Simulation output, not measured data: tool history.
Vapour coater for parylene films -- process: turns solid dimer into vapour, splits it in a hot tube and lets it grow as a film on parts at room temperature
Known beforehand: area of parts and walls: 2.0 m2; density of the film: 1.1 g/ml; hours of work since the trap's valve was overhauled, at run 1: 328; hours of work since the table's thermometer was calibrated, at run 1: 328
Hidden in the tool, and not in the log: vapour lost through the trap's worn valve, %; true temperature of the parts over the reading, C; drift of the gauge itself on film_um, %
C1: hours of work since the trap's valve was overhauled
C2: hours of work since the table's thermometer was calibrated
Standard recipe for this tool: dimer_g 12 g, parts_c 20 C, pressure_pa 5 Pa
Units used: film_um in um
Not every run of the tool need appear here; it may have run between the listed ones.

run 1 hour=0 | dimer_g=12 parts_c=20 pressure_pa=5 | C1=328 C2=328 | film_um=2.83
run 2 hour=71.6 | dimer_g=12 parts_c=20 pressure_pa=5 | C1=373 C2=373 | film_um=2.79
run 3 hour=133 | dimer_g=12 parts_c=20 pressure_pa=5 | C1=411 C2=411 | film_um=2.78
run 4 hour=200.7 | dimer_g=12 parts_c=20 pressure_pa=2.13 | C1=453 C2=453 | film_um=3.14
run 5 hour=289.6 | dimer_g=12 parts_c=31 pressure_pa=5 | C1=509 C2=509 | film_um=2.15
run 6 hour=360.4 | dimer_g=12 parts_c=31 pressure_pa=5 | C1=553 C2=553 | film_um=2.07
-- hour=426.9 trap's valve overhauled
run 7 hour=440.3 | dimer_g=12 parts_c=31 pressure_pa=5 | C1=8 C2=600 | film_um=2.44
run 8 hour=490.7 | dimer_g=12 parts_c=31 pressure_pa=5 | C1=40 C2=632 | film_um=2.45
run 9 hour=536.2 | dimer_g=12 parts_c=31 pressure_pa=5 | C1=68 C2=660 | film_um=2.43
run 10 hour=576.1 | dimer_g=12 parts_c=31 pressure_pa=5 | C1=93 C2=685 | film_um=2.38
run 11 hour=647.2 | dimer_g=12 parts_c=31 pressure_pa=5 | C1=137 C2=729 | film_um=2.39
run 12 hour=733.2 | dimer_g=7 parts_c=31 pressure_pa=5 | C1=191 C2=783 | film_um=1.39
run 13 hour=778.2 | dimer_g=7 parts_c=31 pressure_pa=5 | C1=219 C2=811 | film_um=1.33
run 14 hour=838.7 | dimer_g=7 parts_c=31 pressure_pa=5 | C1=257 C2=848 | film_um=1.35
run 15 hour=886 | dimer_g=7 parts_c=31 pressure_pa=5 | C1=286 C2=878 | film_um=1.33
run 16 hour=942.6 | dimer_g=9 parts_c=20 pressure_pa=5 | C1=322 C2=913 | film_um=2.21
run 17 hour=988.2 | dimer_g=12 parts_c=20 pressure_pa=5 | C1=350 C2=942 | film_um=2.88
run 18 hour=1051 | dimer_g=12 parts_c=20 pressure_pa=5 | C1=389 C2=981 | film_um=2.87
run 19 hour=1124 | dimer_g=12 parts_c=20 pressure_pa=5 | C1=435 C2=1026 | film_um=2.83
run 20 hour=1206.2 | dimer_g=8 parts_c=20 pressure_pa=6.95 | C1=486 C2=1078 | film_um=1.78
run 21 hour=1292.6 | dimer_g=8 parts_c=20 pressure_pa=6.95 | C1=540 C2=1131 | film_um=1.73
-- hour=1298.6 table's thermometer calibrated
-- hour=1375.3 trap's valve overhauled
run 22 hour=1380.9 | dimer_g=8 parts_c=20 pressure_pa=6.95 | C1=4 C2=49 | film_um=1.97
run 23 hour=1423.3 | dimer_g=8 parts_c=20 pressure_pa=6.95 | C1=30 C2=75 | film_um=1.92
run 24 hour=1501 | dimer_g=8 parts_c=20 pressure_pa=6.95 | C1=78 C2=124 | film_um=1.92
run 25 hour=1539.4 | dimer_g=17 parts_c=15 pressure_pa=3.3 | C1=102 C2=148 | film_um=5.18
run 26 hour=1608.9 | dimer_g=13 parts_c=18 pressure_pa=8.18 | C1=146 C2=191 | film_um=3.09
run 27 hour=1694.2 | dimer_g=13 parts_c=18 pressure_pa=8.18 | C1=199 C2=244 | film_um=3.07
run 28 hour=1762.2 | dimer_g=9 parts_c=26 pressure_pa=11.51 | C1=241 C2=287 | film_um=1.67
run 29 hour=1821.1 | dimer_g=9 parts_c=26 pressure_pa=11.51 | C1=278 C2=323 | film_um=1.65
run 30 hour=1896.8 | dimer_g=12 parts_c=19 pressure_pa=8.3 | C1=325 C2=370 | film_um=2.67
run 31 hour=1964.4 | dimer_g=8 parts_c=20 pressure_pa=5 | C1=367 C2=413 | film_um=1.92
run 32 hour=2016.4 | dimer_g=13 parts_c=21 pressure_pa=7.76 | C1=400 C2=445 | film_um=2.77
run 33 hour=2105.4 | dimer_g=11 parts_c=20 pressure_pa=9.12 | C1=455 C2=501 | film_um=2.33
run 34 hour=2167.3 | dimer_g=11 parts_c=20 pressure_pa=9.12 | C1=494 C2=539 | film_um=2.31
run 35 hour=2233.7 | dimer_g=8 parts_c=16 pressure_pa=2.86 | C1=535 C2=580 | film_um=2.21
run 36 hour=2278.2 | dimer_g=8 parts_c=20 pressure_pa=2.09 | C1=563 C2=608 | film_um=2.12
-- hour=2323.7 trap's valve overhauled
run 37 hour=2361 | dimer_g=8 parts_c=20 pressure_pa=2.09 | C1=23 C2=657 | film_um=2.44

Each row is a separate what-if for the run after 37, all from the same tool condition, not one after another. Results?
run A hour=2428.9 | dimer_g=13 parts_c=27 pressure_pa=6.84 | C1=66 C2=700 | film_um=?
run B hour=2428.9 | dimer_g=12 parts_c=16 pressure_pa=2.18 | C1=66 C2=700 | film_um=?
run C hour=2428.9 | dimer_g=12 parts_c=20 pressure_pa=6.28 | C1=66 C2=700 | film_um=?
run D hour=2428.9 | dimer_g=6 parts_c=28 pressure_pa=6.99 | C1=66 C2=700 | film_um=?
run E hour=2428.9 | dimer_g=8 parts_c=29 pressure_pa=2.09 | C1=66 C2=700 | film_um=?

run=A film_um=2.72
run=B film_um=3.93
run=C film_um=2.96
run=D film_um=1.22
run=E film_um=1.97
Stripped of hidden state, with their random variation kept, the same runs would have yielded:
run=A film_um=2.71
run=B film_um=3.91
run=C film_um=2.95
run=D film_um=1.22
run=E film_um=1.96
